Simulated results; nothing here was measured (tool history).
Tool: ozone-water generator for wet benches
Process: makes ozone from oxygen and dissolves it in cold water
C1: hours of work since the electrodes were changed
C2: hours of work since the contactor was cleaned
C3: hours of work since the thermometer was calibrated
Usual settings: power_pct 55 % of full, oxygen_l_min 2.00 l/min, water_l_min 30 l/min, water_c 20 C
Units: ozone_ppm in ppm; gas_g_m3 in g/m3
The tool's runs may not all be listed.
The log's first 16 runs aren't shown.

run 17 hour=928.7 | power_pct=55 oxygen_l_min=2.00 water_l_min=30 water_c=20 | C1=1982 C2=224 C3=4972 | ozone_ppm=3.7 gas_g_m3=118.2
run 18 hour=982.9 | power_pct=55 oxygen_l_min=1.86 water_l_min=22 water_c=20 | C1=2026 C2=267 C3=5015 | ozone_ppm=5.3 gas_g_m3=120.0
-- hour=1049.1 contactor cleaned, once more
run 19 hour=1049.1 | power_pct=85 oxygen_l_min=2.73 water_l_min=20 water_c=27 | C1=2075 C2=0 C3=5065 | ozone_ppm=8.9 gas_g_m3=134.5
run 20 hour=1116.5 | power_pct=89 oxygen_l_min=2.59 water_l_min=29 water_c=20 | C1=2129 C2=54 C3=5119 | ozone_ppm=6.6 gas_g_m3=142.1
run 21 hour=1187.9 | power_pct=55 oxygen_l_min=3.28 water_l_min=30 water_c=20 | C1=2186 C2=111 C3=5176 | ozone_ppm=5.1 gas_g_m3=94.8
run 22 hour=1220.0 | power_pct=55 oxygen_l_min=3.28 water_l_min=30 water_c=20 | C1=2212 C2=137 C3=5201 | ozone_ppm=5.0 gas_g_m3=95.5
run 23 hour=1259.2 | power_pct=55 oxygen_l_min=3.28 water_l_min=30 water_c=26 | C1=2243 C2=168 C3=5233 | ozone_ppm=4.6 gas_g_m3=94.5
run 24 hour=1309.7 | power_pct=53 oxygen_l_min=2.00 water_l_min=30 water_c=26 | C1=2284 C2=208 C3=5273 | ozone_ppm=4.1 gas_g_m3=114.5
run 25 hour=1380.9 | power_pct=53 oxygen_l_min=1.21 water_l_min=33 water_c=22 | C1=2341 C2=265 C3=5330 | ozone_ppm=3.0 gas_g_m3=142.3
run 26 hour=1425.3 | power_pct=53 oxygen_l_min=1.21 water_l_min=33 water_c=22 | C1=2376 C2=301 C3=5366 | ozone_ppm=3.0 gas_g_m3=141.3
run 27 hour=1468.9 | power_pct=67 oxygen_l_min=1.21 water_l_min=33 water_c=22 | C1=2411 C2=336 C3=5400 | ozone_ppm=3.3 gas_g_m3=163.9
run 28 hour=1519.2 | power_pct=41 oxygen_l_min=3.25 water_l_min=30 water_c=20 | C1=2451 C2=376 C3=5441 | ozone_ppm=4.2 gas_g_m3=79.3
run 29 hour=1551.8 | power_pct=41 oxygen_l_min=3.25 water_l_min=30 water_c=20 | C1=2477 C2=402 C3=5467 | ozone_ppm=4.2 gas_g_m3=80.7
run 30 hour=1628.0 | power_pct=41 oxygen_l_min=3.25 water_l_min=30 water_c=20 | C1=2538 C2=463 C3=5528 | ozone_ppm=4.3 gas_g_m3=80.2
run 31 hour=1697.8 | power_pct=41 oxygen_l_min=3.25 water_l_min=30 water_c=20 | C1=2594 C2=519 C3=5583 | ozone_ppm=4.3 gas_g_m3=79.8
run 32 hour=1765.8 | power_pct=87 oxygen_l_min=2.00 water_l_min=48 water_c=26 | C1=2648 C2=573 C3=5638 | ozone_ppm=3.1 gas_g_m3=154.7

Forecast each of these 3 alternatives for the next run:
run A hour=1837.3 | power_pct=87 oxygen_l_min=1.16 water_l_min=48 water_c=21 | C1=2706 C2=630 C3=5695 | ozone_ppm=? gas_g_m3=?
run B hour=1837.3 | power_pct=78 oxygen_l_min=2.00 water_l_min=48 water_c=14 | C1=2706 C2=630 C3=5695 | ozone_ppm=? gas_g_m3=?
run C hour=1837.3 | power_pct=87 oxygen_l_min=1.69 water_l_min=48 water_c=26 | C1=2706 C2=630 C3=5695 | ozone_ppm=? gas_g_m3=?

run=A ozone_ppm=2.5 gas_g_m3=196.3
run=B ozone_ppm=3.1 gas_g_m3=145.4
run=C ozone_ppm=3.1 gas_g_m3=165.9
Without the tool's hidden state the same runs would have given:
run=A ozone_ppm=2.6 gas_g_m3=206.0
run=B ozone_ppm=3.3 gas_g_m3=152.2
run=C ozone_ppm=3.2 gas_g_m3=174.1
